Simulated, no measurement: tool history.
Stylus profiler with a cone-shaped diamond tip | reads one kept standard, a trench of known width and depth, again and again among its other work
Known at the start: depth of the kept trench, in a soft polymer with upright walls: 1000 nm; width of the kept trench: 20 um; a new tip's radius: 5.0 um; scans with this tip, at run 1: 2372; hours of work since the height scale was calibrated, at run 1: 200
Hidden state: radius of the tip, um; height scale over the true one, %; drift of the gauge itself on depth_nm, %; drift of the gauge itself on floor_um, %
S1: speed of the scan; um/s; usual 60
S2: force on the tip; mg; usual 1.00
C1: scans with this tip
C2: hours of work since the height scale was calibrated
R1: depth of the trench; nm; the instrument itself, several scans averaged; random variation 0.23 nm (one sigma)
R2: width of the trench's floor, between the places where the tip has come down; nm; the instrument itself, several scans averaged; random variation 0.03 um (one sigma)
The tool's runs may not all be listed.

run   hour   S1    S2    C1   C2       R1     R2
  1    0.0   60  1.00  2372  200  1007.70  13400
  2   10.1   60  1.00  2422  204  1007.99  13360
  3   21.2   60  1.00  2475  208  1008.01  13300
  4   31.9   60  1.00  2527  213  1008.33  13360
  5   41.8  166  1.00  2575  217  1007.35  12800
  6   63.4   60  1.00  2680  226  1007.63  13360
  7   72.8   60  1.00  2726  229  1008.30  13340
  8   91.1   60  1.68  2815  237  1011.76  13430
  9  113.2   60  1.68  2923  246  1011.66  13380
 10  134.8  216  1.00  3028  255  1007.64  12500
 11  151.0  216  1.00  3106  261  1008.01  12480
 12  171.4  155  1.00  3205  270  1007.40  12790
 13  187.3  155  1.00  3283  276  1007.81  12810
 14  198.5   60  0.53  3337  281  1004.42  13090
 15  208.3   60  0.53  3385  285  1004.60  13060
 16  226.9   60  0.53  3475  292  1004.40  13060
 17  249.2   60  1.00  3584  301  1007.51  13210
 18  259.7   60  0.51  3635  306  1004.12  13050
 19  277.1   60  0.51  3719  313  1004.35  13000
 20  287.1   60  2.55  3768  317  1014.95  13240
 21  308.0   60  2.55  3869  326  1015.04  13270
 22  318.7   60  2.55  3922  330  1014.99  13220
 23  341.6   60  2.55  4033  339  1014.53  13200
 24  363.8   60  2.71  4141  348  1015.44  13200
 25  375.5   60  2.71  4198  353  1015.59  13180
 26  390.0  165  0.67  4268  359  1005.59  12330
 27  399.7   26  2.51  4315  363  1014.62  13260
 28  421.3   60  2.24  4420  372  1013.34  13150
 29  435.0   18  1.70  4487  377  1010.64  13250
 30  446.5   76  0.36  4543  382  1003.03  12690
 31  462.7   93  1.70  4621  389  1010.71  13030
 32  482.0   52  0.40  4715  397  1003.20  12870
 33  504.6   47  0.62  4825  406  1005.07  12970
 34  527.3  194  1.42  4936  415  1009.10  12450
 35  543.0   45  1.74  5012  422  1011.15  13040
 36  556.3   45  1.74  5076  427  1010.74  13110
 37  579.5   90  1.74  5189  437  1010.82  12820
 38  599.6   90  1.74  5287  445  1010.78  12850
 39  611.8   46  1.95  5346  450  1011.46  12970
 40  630.5   15  1.29  5437  457  1008.61  13180
 41  653.2   44  1.00  5548  467  1006.85  12930
 42  670.1   44  1.00  5630  474  1006.71  12960
 43  681.9   44  1.00  5687  478  1006.78  12890
 44  702.5   44  1.00  5787  487  1006.77  12910
 45  717.7  130  0.39  5861  493  1002.98  12050
 46  732.4  130  0.39  5933  499  1002.85  12050

3 ways to go on from here, each from the tool as it stands after run 46. What would each give?
  A  742.7  130  0.41  5983  503   ?   ?
  B  742.7   24  0.34  5983  503   ?   ?
  C  742.7  130  1.28  5983  503   ?   ?

run       R1     R2
  A  1002.81  12100
  B  1002.25  12850
  C  1008.18  12460
Without the tool's hidden state the same runs would have given:
run       R1     R2
  A  1004.76  13000
  B  1004.19  13750
  C  1010.14  13360
